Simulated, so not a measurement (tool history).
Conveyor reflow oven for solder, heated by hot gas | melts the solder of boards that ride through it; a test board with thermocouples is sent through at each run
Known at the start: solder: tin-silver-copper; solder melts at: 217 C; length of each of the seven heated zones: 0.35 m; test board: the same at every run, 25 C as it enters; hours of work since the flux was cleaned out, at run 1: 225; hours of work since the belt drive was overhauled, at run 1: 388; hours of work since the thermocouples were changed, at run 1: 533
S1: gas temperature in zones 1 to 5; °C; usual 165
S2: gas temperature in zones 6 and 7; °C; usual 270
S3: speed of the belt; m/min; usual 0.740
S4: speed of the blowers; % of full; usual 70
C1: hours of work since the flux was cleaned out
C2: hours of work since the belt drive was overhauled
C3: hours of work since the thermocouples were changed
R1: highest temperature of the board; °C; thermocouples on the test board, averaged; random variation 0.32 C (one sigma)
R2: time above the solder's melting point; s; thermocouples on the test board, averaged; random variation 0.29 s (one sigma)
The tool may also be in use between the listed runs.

| run | hour | S1 | S2 | S3 | S4 | C1 | C2 | C3 | R1 | R2 |
|---|---|---|---|---|---|---|---|---|---|---|
| 1 | 0.0 | 165 | 270 | 0.740 | 70 | 225 | 388 | 533 | 246.2 | 34.9 |
| 2 | 23.9 | 165 | 270 | 0.740 | 70 | 236 | 398 | 544 | 246.7 | 35.5 |
| 3 | 51.0 | 165 | 270 | 0.740 | 70 | 248 | 410 | 556 | 246.1 | 35.0 |
| 4 | 63.8 | 174 | 270 | 0.740 | 70 | 253 | 416 | 561 | 248.7 | 38.7 |
| 5 | 79.1 | 165 | 267 | 0.740 | 70 | 260 | 423 | 568 | 243.7 | 34.0 |
| 6 | 99.9 | 165 | 267 | 0.740 | 70 | 269 | 432 | 577 | 243.8 | 34.0 |
| 7 | 125.8 | 165 | 267 | 0.740 | 70 | 281 | 443 | 589 | 244.0 | 33.0 |
| 8 | 143.9 | 165 | 267 | 0.740 | 70 | 289 | 451 | 597 | 244.0 | 33.2 |
| 9 | 167.6 | 165 | 267 | 0.740 | 70 | 299 | 462 | 608 | 243.9 | 33.1 |
|  | 174.1 | flux residue cleaned out of gas plates and filters |
| 10 | 185.3 | 165 | 267 | 0.740 | 70 | 5 | 468 | 613 | 243.6 | 33.1 |
| 11 | 205.9 | 165 | 267 | 0.740 | 70 | 14 | 477 | 622 | 242.6 | 32.3 |
| 12 | 220.5 | 165 | 264 | 0.740 | 70 | 21 | 483 | 629 | 240.9 | 31.0 |
| 13 | 236.9 | 165 | 264 | 0.740 | 70 | 28 | 491 | 636 | 240.9 | 30.7 |
| 14 | 255.2 | 165 | 270 | 0.740 | 70 | 36 | 499 | 644 | 245.4 | 34.8 |
| 15 | 278.3 | 165 | 270 | 0.740 | 70 | 46 | 509 | 655 | 245.0 | 34.7 |
|  | 286.8 | flux residue cleaned out of gas plates and filters, once more |
| 16 | 305.1 | 161 | 270 | 0.593 | 79 | 8 | 519 | 664 | 258.7 | 53.7 |
| 17 | 323.2 | 165 | 276 | 0.740 | 88 | 16 | 527 | 672 | 260.4 | 43.9 |
| 18 | 346.9 | 154 | 277 | 0.841 | 60 | 27 | 537 | 683 | 239.0 | 22.8 |
|  | 366.1 | thermocouples of zones 6 and 7 changed |
| 19 | 372.6 | 154 | 277 | 0.841 | 60 | 37 | 548 | 3 | 237.2 | 22.0 |

Run 20 comes next. What will it give?
| 20 | 396.6 | 158 | 270 | 0.740 | 87 | 48 | 558 | 14 | ? | ? |

R1: 251.6 °C
R2: 37.9 s
Without the tool's hidden state the same run would have given R1 252.0 °C, R2 38.0 s.

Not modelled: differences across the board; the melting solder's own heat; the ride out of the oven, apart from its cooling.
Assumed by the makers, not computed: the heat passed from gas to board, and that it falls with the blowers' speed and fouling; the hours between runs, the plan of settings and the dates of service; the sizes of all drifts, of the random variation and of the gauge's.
